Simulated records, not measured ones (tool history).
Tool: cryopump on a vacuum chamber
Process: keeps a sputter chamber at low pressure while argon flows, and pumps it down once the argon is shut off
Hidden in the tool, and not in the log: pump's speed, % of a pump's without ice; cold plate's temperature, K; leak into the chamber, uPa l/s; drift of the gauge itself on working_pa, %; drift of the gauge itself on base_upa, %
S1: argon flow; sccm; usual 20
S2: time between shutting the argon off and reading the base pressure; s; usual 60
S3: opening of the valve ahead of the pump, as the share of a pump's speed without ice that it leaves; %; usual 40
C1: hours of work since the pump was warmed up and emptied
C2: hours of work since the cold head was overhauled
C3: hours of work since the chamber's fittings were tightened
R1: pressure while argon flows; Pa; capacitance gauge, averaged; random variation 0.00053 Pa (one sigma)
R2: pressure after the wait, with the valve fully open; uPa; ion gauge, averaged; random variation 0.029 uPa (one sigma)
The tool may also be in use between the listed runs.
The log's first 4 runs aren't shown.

run,day,S1,S2,S3,C1,C2,C3,R1,R2
5,2.050,10,60,17,456,456,1302,0.0574,2.10
6,2.346,10,60,17,462,462,1308,0.0567,2.05
7,2.721,20,174,40,470,470,1316,0.0507,1.22
8,3.158,20,174,40,479,479,1325,0.0510,1.20
9,3.750,20,174,40,491,491,1337,0.0505,1.20
10,4.433,20,267,40,505,505,1351,0.0507,1.07
11,5.050,20,267,40,518,518,1364,0.0529,1.08
12,5.542,20,267,40,528,528,1374,0.0512,1.11
13,6.121,20,267,40,540,540,1386,0.0524,1.14
14,6.817,20,267,40,554,554,1400,0.0522,1.12
15,7.258,20,267,40,563,563,1409,0.0521,1.11
16,7.875,20,267,40,576,576,1422,0.0527,1.10
17,8.283,27,60,40,584,584,1430,0.0707,2.04
18,8.621,27,28,40,591,591,1437,0.0709,3.62
19,9.258,27,28,40,604,604,1450,0.0714,3.57
20,9.579,26,28,18,611,611,1457,0.1440,3.61
21,9.950,39,201,21,619,619,1465,0.1861,1.27

Forecast run 22:
22,10.438,39,201,21,629,629,1475,?,?

{"run 22": {"R1": 0.1869, "R2": 1.26}}
Without the tool's hidden state the same run would have given R1 0.1744 Pa, R2 0.55 uPa.
